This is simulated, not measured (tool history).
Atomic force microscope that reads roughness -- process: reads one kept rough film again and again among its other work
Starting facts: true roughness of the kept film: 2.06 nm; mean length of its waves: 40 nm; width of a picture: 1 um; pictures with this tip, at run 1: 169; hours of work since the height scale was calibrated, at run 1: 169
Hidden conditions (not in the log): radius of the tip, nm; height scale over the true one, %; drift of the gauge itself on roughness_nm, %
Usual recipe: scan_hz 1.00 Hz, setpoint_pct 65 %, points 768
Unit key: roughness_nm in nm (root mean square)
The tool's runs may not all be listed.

| run | hour | scan_hz | setpoint_pct | points | pictures with this tip | hours of work since the height scale was calibrated | roughness_nm |
|---|---|---|---|---|---|---|---|
| 1 | 0.0 | 1.00 | 65 | 768 | 169 | 169 | 1.766 |
| 2 | 18.1 | 1.00 | 65 | 768 | 198 | 179 | 1.717 |
| 3 | 36.0 | 1.00 | 65 | 768 | 227 | 189 | 1.709 |
| 4 | 52.7 | 2.45 | 65 | 768 | 254 | 198 | 1.650 |
| 5 | 62.1 | 1.00 | 65 | 768 | 269 | 204 | 1.660 |
| 6 | 70.6 | 1.00 | 89 | 768 | 283 | 209 | 1.607 |
| 7 | 85.0 | 1.00 | 89 | 768 | 306 | 217 | 1.576 |
| 8 | 94.4 | 1.00 | 60 | 768 | 321 | 222 | 1.645 |
| 9 | 104.7 | 1.00 | 60 | 768 | 337 | 228 | 1.637 |
|  | 112.0 | new tip fitted |
| 10 | 115.9 | 1.00 | 65 | 768 | 7 | 234 | 1.909 |
| 11 | 128.8 | 1.00 | 65 | 332 | 27 | 241 | 1.892 |
| 12 | 144.5 | 1.00 | 65 | 332 | 53 | 250 | 1.858 |
| 13 | 160.6 | 0.51 | 65 | 332 | 79 | 259 | 1.838 |
| 14 | 168.7 | 0.51 | 65 | 332 | 92 | 263 | 1.842 |
| 15 | 181.7 | 0.51 | 65 | 332 | 112 | 271 | 1.819 |
| 16 | 189.3 | 0.51 | 65 | 332 | 125 | 275 | 1.809 |
| 17 | 200.1 | 0.51 | 65 | 332 | 142 | 281 | 1.803 |
| 18 | 213.0 | 1.00 | 65 | 768 | 163 | 288 | 1.767 |
| 19 | 221.7 | 1.00 | 65 | 768 | 177 | 293 | 1.759 |
| 20 | 235.1 | 1.00 | 65 | 768 | 198 | 301 | 1.739 |
| 21 | 246.0 | 1.00 | 65 | 768 | 216 | 307 | 1.722 |
| 22 | 257.0 | 1.36 | 80 | 382 | 233 | 313 | 1.647 |
| 23 | 271.1 | 0.56 | 56 | 768 | 256 | 321 | 1.726 |
| 24 | 278.5 | 1.00 | 60 | 955 | 268 | 325 | 1.693 |
| 25 | 294.6 | 0.89 | 87 | 955 | 294 | 334 | 1.610 |
| 26 | 303.0 | 0.50 | 58 | 955 | 307 | 339 | 1.663 |
| 27 | 311.8 | 1.51 | 74 | 768 | 321 | 344 | 1.595 |
| 28 | 323.5 | 1.51 | 74 | 432 | 340 | 350 | 1.594 |
|  | 328.7 | new tip fitted |
| 29 | 341.2 | 1.51 | 61 | 432 | 20 | 360 | 1.883 |
| 30 | 356.3 | 1.51 | 61 | 432 | 44 | 369 | 1.855 |
| 31 | 367.6 | 1.56 | 61 | 432 | 62 | 375 | 1.843 |
| 32 | 379.8 | 1.56 | 61 | 432 | 82 | 382 | 1.825 |
| 33 | 388.2 | 1.56 | 61 | 432 | 95 | 386 | 1.805 |
| 34 | 399.1 | 0.73 | 62 | 768 | 113 | 393 | 1.812 |
| 35 | 409.2 | 1.41 | 80 | 600 | 129 | 398 | 1.724 |
| 36 | 424.5 | 2.90 | 65 | 768 | 154 | 407 | 1.718 |
| 37 | 441.3 | 2.46 | 74 | 919 | 181 | 416 | 1.661 |

4 ways to go on from here, each from the tool as it stands after run 37. What would each give?
| A | 456.4 | 2.61 | 65 | 684 | 205 | 425 | ? |
| B | 456.4 | 1.00 | 65 | 288 | 205 | 425 | ? |
| C | 456.4 | 1.00 | 57 | 768 | 205 | 425 | ? |
| D | 456.4 | 2.27 | 67 | 802 | 205 | 425 | ? |

| run | roughness_nm |
|---|---|
| A | 1.684 |
| B | 1.715 |
| C | 1.744 |
| D | 1.681 |
With no hidden state in the tool, these same runs would have given:
| run | roughness_nm |
|---|---|
| A | 1.877 |
| B | 1.912 |
| C | 1.944 |
| D | 1.874 |
